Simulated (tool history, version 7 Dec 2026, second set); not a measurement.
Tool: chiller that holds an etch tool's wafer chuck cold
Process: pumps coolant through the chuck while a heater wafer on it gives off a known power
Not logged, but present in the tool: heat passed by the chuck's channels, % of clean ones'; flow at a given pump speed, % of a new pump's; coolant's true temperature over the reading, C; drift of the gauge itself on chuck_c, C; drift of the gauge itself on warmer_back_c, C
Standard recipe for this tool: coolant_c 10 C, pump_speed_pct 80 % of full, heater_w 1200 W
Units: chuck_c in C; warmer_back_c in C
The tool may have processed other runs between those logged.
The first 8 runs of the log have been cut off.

run	hour	coolant_c	pump_speed_pct	heater_w	hours since the coolant was changed and the channels were flushed	hours since the pump was overhauled	hours since the chiller's thermometer was calibrated	chuck_c	warmer_back_c
9	420.3	19	80	1200	5151	701	2041	28.7	3.23
10	482.5	19	80	1200	5213	763	2103	28.5	3.23
11	519.9	10	68	1200	5250	800	2141	20.8	3.87
12	574.2	4	80	1200	5304	855	2195	13.5	3.19
13	647.2	4	80	1200	5377	928	2268	13.5	3.28
14	701.1	4	80	1200	5431	982	2322	13.7	3.24
15	768.2	10	80	788	5499	1049	2389	16.3	2.16
16	850.1	10	80	788	5580	1131	2471	16.1	2.17
17	902	11	80	668	5632	1182	2523	16.2	1.79
18	953.5	17	66	1200	5684	1234	2574	28.2	4
19	998.5	19	62	732	5729	1279	2619	25.9	2.65
20	1053.7	20	63	1033	5784	1334	2674	30	3.65
21	1112.8	20	63	1033	5843	1393	2733	29.9	3.68
22	1193.2	20	63	1033	5923	1474	2814	30.1	3.62
23	1274	1	80	1200	6004	1554	2895	10.4	3.22
24	1319.7	3	92	884	6050	1600	2940	9.2	2.05
25	1376.4	3	92	884	6107	1657	2997	9.1	2.05
26	1454.4	18	72	1326	6185	1735	3075	29.7	4.04
27	1512.9	10	78	1200	6243	1793	3133	20	3.39
28	1596.7	10	67	1365	6327	1877	3217	23	4.48
29	1685.5	10	67	1365	6416	1966	3306	22.8	4.5
30	1763.2	12	67	1724	6493	2044	3384	28.4	5.7
31	1845.3	19	85	1200	6576	2126	3466	28.4	3.07

Alternative continuations, all from the tool just after run 31; predict every row:
A	1901.3	10	97	1200	6632	2182	3522	?	?
B	1901.3	7	85	1200	6632	2182	3522	?	?
C	1901.3	3	68	1200	6632	2182	3522	?	?

run	chuck_c	warmer_back_c
A	18.5	2.65
B	16.4	3.05
C	14.3	3.94
With the hidden condition removed and each run's random variation left untouched, the same runs would have given:
run	chuck_c	warmer_back_c
A	17.6	2.58
B	15.3	2.97
C	13	3.84

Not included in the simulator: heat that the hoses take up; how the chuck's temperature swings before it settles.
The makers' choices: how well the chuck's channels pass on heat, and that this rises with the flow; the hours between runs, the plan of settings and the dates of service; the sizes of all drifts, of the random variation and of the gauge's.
